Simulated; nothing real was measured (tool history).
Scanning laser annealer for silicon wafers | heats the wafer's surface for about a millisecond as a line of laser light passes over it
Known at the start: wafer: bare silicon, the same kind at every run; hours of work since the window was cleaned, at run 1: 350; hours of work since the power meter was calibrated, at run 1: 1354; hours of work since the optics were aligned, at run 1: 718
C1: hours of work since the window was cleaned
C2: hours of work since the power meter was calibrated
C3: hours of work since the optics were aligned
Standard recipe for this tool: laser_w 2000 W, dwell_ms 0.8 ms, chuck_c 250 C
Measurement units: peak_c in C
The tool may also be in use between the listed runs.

{"run": 1, "hour": 0.0, "laser_w": 2000, "dwell_ms": 0.8, "chuck_c": 250, "C1": 350, "C2": 1354, "C3": 718, "peak_c": 998}
{"run": 2, "hour": 50.6, "laser_w": 1957, "dwell_ms": 0.8, "chuck_c": 250, "C1": 381, "C2": 1384, "C3": 749, "peak_c": 982}
{"run": 3, "hour": 112.4, "laser_w": 2000, "dwell_ms": 0.8, "chuck_c": 250, "C1": 418, "C2": 1422, "C3": 786, "peak_c": 995}
{"run": 4, "hour": 165.2, "laser_w": 2000, "dwell_ms": 0.8, "chuck_c": 259, "C1": 450, "C2": 1454, "C3": 818, "peak_c": 1004}
{"run": 5, "hour": 219.8, "laser_w": 2000, "dwell_ms": 0.8, "chuck_c": 213, "C1": 483, "C2": 1487, "C3": 851, "peak_c": 958}
{"run": 6, "hour": 263.9, "laser_w": 2000, "dwell_ms": 0.8, "chuck_c": 213, "C1": 510, "C2": 1514, "C3": 878, "peak_c": 953}
{"run": 7, "hour": 316.3, "laser_w": 2012, "dwell_ms": 0.8, "chuck_c": 250, "C1": 541, "C2": 1545, "C3": 910, "peak_c": 996}
{"run": 8, "hour": 368.5, "laser_w": 2000, "dwell_ms": 0.8, "chuck_c": 250, "C1": 573, "C2": 1577, "C3": 941, "peak_c": 987}
{"run": 9, "hour": 409.5, "laser_w": 1877, "dwell_ms": 0.8, "chuck_c": 250, "C1": 598, "C2": 1602, "C3": 966, "peak_c": 937}
{"run": 10, "hour": 452.4, "laser_w": 2000, "dwell_ms": 0.791, "chuck_c": 250, "C1": 624, "C2": 1628, "C3": 992, "peak_c": 979}
{"hour": 465.5, "done": "window over the wafer cleaned"}
{"run": 11, "hour": 489.6, "laser_w": 2000, "dwell_ms": 0.791, "chuck_c": 250, "C1": 15, "C2": 1649, "C3": 1013, "peak_c": 1008}
{"run": 12, "hour": 535.8, "laser_w": 2044, "dwell_ms": 0.8, "chuck_c": 250, "C1": 43, "C2": 1677, "C3": 1041, "peak_c": 1030}
{"run": 13, "hour": 593.0, "laser_w": 2000, "dwell_ms": 0.8, "chuck_c": 250, "C1": 77, "C2": 1712, "C3": 1076, "peak_c": 1008}
{"run": 14, "hour": 650.6, "laser_w": 2000, "dwell_ms": 0.8, "chuck_c": 250, "C1": 112, "C2": 1746, "C3": 1111, "peak_c": 1006}
{"run": 15, "hour": 711.4, "laser_w": 2046, "dwell_ms": 0.8, "chuck_c": 250, "C1": 149, "C2": 1783, "C3": 1148, "peak_c": 1021}
{"run": 16, "hour": 757.6, "laser_w": 2046, "dwell_ms": 0.8, "chuck_c": 250, "C1": 177, "C2": 1811, "C3": 1176, "peak_c": 1018}
{"run": 17, "hour": 800.9, "laser_w": 2000, "dwell_ms": 0.8, "chuck_c": 250, "C1": 203, "C2": 1837, "C3": 1202, "peak_c": 1001}
{"run": 18, "hour": 854.4, "laser_w": 2000, "dwell_ms": 0.8, "chuck_c": 250, "C1": 235, "C2": 1870, "C3": 1234, "peak_c": 998}
{"run": 19, "hour": 880.0, "laser_w": 2000, "dwell_ms": 0.8, "chuck_c": 250, "C1": 251, "C2": 1885, "C3": 1250, "peak_c": 995}
{"run": 20, "hour": 911.9, "laser_w": 2000, "dwell_ms": 0.8, "chuck_c": 250, "C1": 270, "C2": 1905, "C3": 1269, "peak_c": 998}
{"run": 21, "hour": 968.6, "laser_w": 2000, "dwell_ms": 0.8, "chuck_c": 250, "C1": 305, "C2": 1939, "C3": 1303, "peak_c": 994}
{"run": 22, "hour": 1003.8, "laser_w": 2000, "dwell_ms": 0.8, "chuck_c": 250, "C1": 326, "C2": 1960, "C3": 1325, "peak_c": 993}
{"run": 23, "hour": 1040.8, "laser_w": 1910, "dwell_ms": 0.76, "chuck_c": 250, "C1": 348, "C2": 1983, "C3": 1347, "peak_c": 941}
{"hour": 1047.5, "done": "laser's power meter calibrated"}
{"run": 24, "hour": 1080.3, "laser_w": 2121, "dwell_ms": 0.76, "chuck_c": 214, "C1": 370, "C2": 20, "C3": 1369, "peak_c": 984}
{"run": 25, "hour": 1114.2, "laser_w": 2043, "dwell_ms": 0.76, "chuck_c": 280, "C1": 391, "C2": 40, "C3": 1390, "peak_c": 1016}
{"run": 26, "hour": 1149.3, "laser_w": 1714, "dwell_ms": 0.718, "chuck_c": 232, "C1": 412, "C2": 62, "C3": 1411, "peak_c": 828}
{"run": 27, "hour": 1191.8, "laser_w": 2197, "dwell_ms": 0.828, "chuck_c": 275, "C1": 438, "C2": 87, "C3": 1437, "peak_c": 1102}
{"run": 28, "hour": 1223.3, "laser_w": 2000, "dwell_ms": 0.57, "chuck_c": 277, "C1": 457, "C2": 106, "C3": 1456, "peak_c": 906}
{"run": 29, "hour": 1276.9, "laser_w": 2129, "dwell_ms": 0.8, "chuck_c": 267, "C1": 490, "C2": 139, "C3": 1488, "peak_c": 1048}
{"hour": 1295.7, "done": "laser's power meter calibrated, once more"}
{"run": 30, "hour": 1328.1, "laser_w": 2129, "dwell_ms": 0.661, "chuck_c": 272, "C1": 519, "C2": 20, "C3": 1517, "peak_c": 998}
{"run": 31, "hour": 1362.9, "laser_w": 1706, "dwell_ms": 0.8, "chuck_c": 235, "C1": 540, "C2": 41, "C3": 1538, "peak_c": 861}
{"run": 32, "hour": 1397.0, "laser_w": 1706, "dwell_ms": 0.8, "chuck_c": 235, "C1": 560, "C2": 61, "C3": 1559, "peak_c": 861}
{"run": 33, "hour": 1441.9, "laser_w": 1828, "dwell_ms": 0.595, "chuck_c": 258, "C1": 588, "C2": 88, "C3": 1586, "peak_c": 848}
{"run": 34, "hour": 1475.0, "laser_w": 1919, "dwell_ms": 0.857, "chuck_c": 237, "C1": 608, "C2": 109, "C3": 1606, "peak_c": 965}
{"hour": 1514.0, "done": "window over the wafer cleaned"}
{"run": 35, "hour": 1519.3, "laser_w": 2000, "dwell_ms": 0.664, "chuck_c": 255, "C1": 3, "C2": 134, "C3": 1632, "peak_c": 963}
{"run": 36, "hour": 1547.2, "laser_w": 2000, "dwell_ms": 0.563, "chuck_c": 289, "C1": 20, "C2": 151, "C3": 1649, "peak_c": 942}
{"run": 37, "hour": 1575.4, "laser_w": 2179, "dwell_ms": 0.8, "chuck_c": 250, "C1": 37, "C2": 168, "C3": 1666, "peak_c": 1087}
{"run": 38, "hour": 1609.8, "laser_w": 1987, "dwell_ms": 0.8, "chuck_c": 250, "C1": 58, "C2": 189, "C3": 1687, "peak_c": 1008}
{"run": 39, "hour": 1666.3, "laser_w": 1865, "dwell_ms": 0.779, "chuck_c": 238, "C1": 92, "C2": 223, "C3": 1721, "peak_c": 939}
{"run": 40, "hour": 1717.5, "laser_w": 2190, "dwell_ms": 0.575, "chuck_c": 250, "C1": 123, "C2": 254, "C3": 1752, "peak_c": 972}

3 options for the next run, each taken on its own from the tool as it stands now. Forecast them:
{"run": "A", "hour": 1753.3, "laser_w": 2198, "dwell_ms": 0.686, "chuck_c": 241, "C1": 145, "C2": 276, "C3": 1774, "peak_c": "?"}
{"run": "B", "hour": 1753.3, "laser_w": 1968, "dwell_ms": 0.737, "chuck_c": 227, "C1": 145, "C2": 276, "C3": 1774, "peak_c": "?"}
{"run": "C", "hour": 1753.3, "laser_w": 1896, "dwell_ms": 0.584, "chuck_c": 217, "C1": 145, "C2": 276, "C3": 1774, "peak_c": "?"}

run=A peak_c=1023
run=B peak_c=944
run=C peak_c=836
What these runs would have given with no unlogged condition in the tool:
run=A peak_c=1042
run=B peak_c=962
run=C peak_c=852
